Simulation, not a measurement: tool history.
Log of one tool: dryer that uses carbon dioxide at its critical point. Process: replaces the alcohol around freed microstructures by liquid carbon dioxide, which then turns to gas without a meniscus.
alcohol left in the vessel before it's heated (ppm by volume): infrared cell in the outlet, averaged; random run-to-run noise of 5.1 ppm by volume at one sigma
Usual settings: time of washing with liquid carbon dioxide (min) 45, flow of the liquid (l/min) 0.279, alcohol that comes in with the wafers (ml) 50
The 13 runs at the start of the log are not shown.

run	hour	time of washing with liquid carbon dioxide (min)	flow of the liquid (l/min)	alcohol that comes in with the wafers (ml)	alcohol left in the vessel before it's heated (ppm by volume)
14	151.8	45	0.205	50	490
15	167.4	45	0.176	50	831
16	183.5	45	0.176	50	838
17	194	45	0.279	26	144
18	211.1	45	0.279	26	155
19	223.1	27	0.279	50	912
20	236.5	27	0.279	50	935
21	252.1	27	0.279	50	938
22	262.6	27	0.279	50	936
23	273.5	45	0.279	50	215
24	290.1	27	0.174	54	3654
25	307.2	61	0.323	22	136
26	319.3	38	0.275	50	368
27	332.9	38	0.275	50	383
28	344.1	38	0.275	50	386
29	357.4	64	0.279	50	168
30	370.8	45	0.362	106	184
31	381	45	0.279	60	274
32	397.3	45	0.308	28	195
33	412.9	45	0.308	28	201
34	423.5	31	0.308	28	369

What does the tool deliver on the next run?
35	432	66	0.224	26	?

{"run 35": {"alcohol left in the vessel before it's heated (ppm by volume)": 200}}
The same run, on a tool lacking any hidden state, would have yielded alcohol left in the vessel before it's heated (ppm by volume) 22.
